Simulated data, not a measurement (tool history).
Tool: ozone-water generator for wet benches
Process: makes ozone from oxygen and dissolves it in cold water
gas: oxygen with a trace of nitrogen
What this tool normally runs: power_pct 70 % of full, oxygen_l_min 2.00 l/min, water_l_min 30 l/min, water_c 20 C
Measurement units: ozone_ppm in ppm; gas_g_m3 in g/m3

run,day,power_pct,oxygen_l_min,water_l_min,water_c,ozone_ppm,gas_g_m3
1,0.000,70,2.00,30,20,6.6,144.2
2,2.517,70,2.00,30,20,6.7,142.4
3,5.288,70,2.00,30,20,6.6,143.7
4,8.062,70,1.83,30,20,6.6,149.2
5,10.246,70,1.83,30,20,6.4,150.5
6,13.292,70,1.83,30,20,6.5,150.6
7,14.925,70,2.00,30,20,6.7,143.8
8,16.350,69,2.00,30,20,6.5,142.9
9,19.058,69,2.00,30,20,6.5,141.6
10,21.612,69,2.00,30,20,6.8,140.9
11,23.517,51,2.00,30,20,5.2,111.5
12,25.900,70,2.00,24,20,8.3,141.7
13,28.200,51,2.00,24,20,6.3,110.6
14,29.583,42,2.00,24,18,5.5,94.6
15,32.046,42,2.00,24,18,5.6,94.6
16,33.704,96,1.23,20,28,10.6,235.6
17,35.425,52,1.23,20,28,6.4,144.9
18,37.521,52,1.23,20,28,6.5,144.0
19,40.271,52,1.23,20,28,6.4,144.5
20,42.017,69,1.23,40,28,4.3,184.0
21,44.117,69,1.23,40,28,3.9,181.5
22,46.117,69,1.00,30,15,5.5,202.2
23,48.138,69,1.00,30,15,5.4,201.6
24,50.212,89,1.48,21,14,10.7,202.5

Consider 5 possible next runs. They are alternatives, not a sequence: every one starts from the tool as it was left by run 24. What does each give?
A,51.838,48,2.40,34,14,?,?
B,51.838,70,2.00,45,21,?,?
C,51.838,70,2.00,30,19,?,?
D,51.838,65,3.48,19,20,?,?
E,51.838,66,2.00,30,20,?,?

run,ozone_ppm,gas_g_m3
A,4.6,96.6
B,4.4,143.5
C,6.6,143.2
D,10.6,101.9
E,6.4,135.8
What these runs would have given with no unlogged condition in the tool:
run,ozone_ppm,gas_g_m3
A,4.6,96.6
B,4.4,143.5
C,6.6,143.2
D,10.6,101.9
E,6.4,135.8

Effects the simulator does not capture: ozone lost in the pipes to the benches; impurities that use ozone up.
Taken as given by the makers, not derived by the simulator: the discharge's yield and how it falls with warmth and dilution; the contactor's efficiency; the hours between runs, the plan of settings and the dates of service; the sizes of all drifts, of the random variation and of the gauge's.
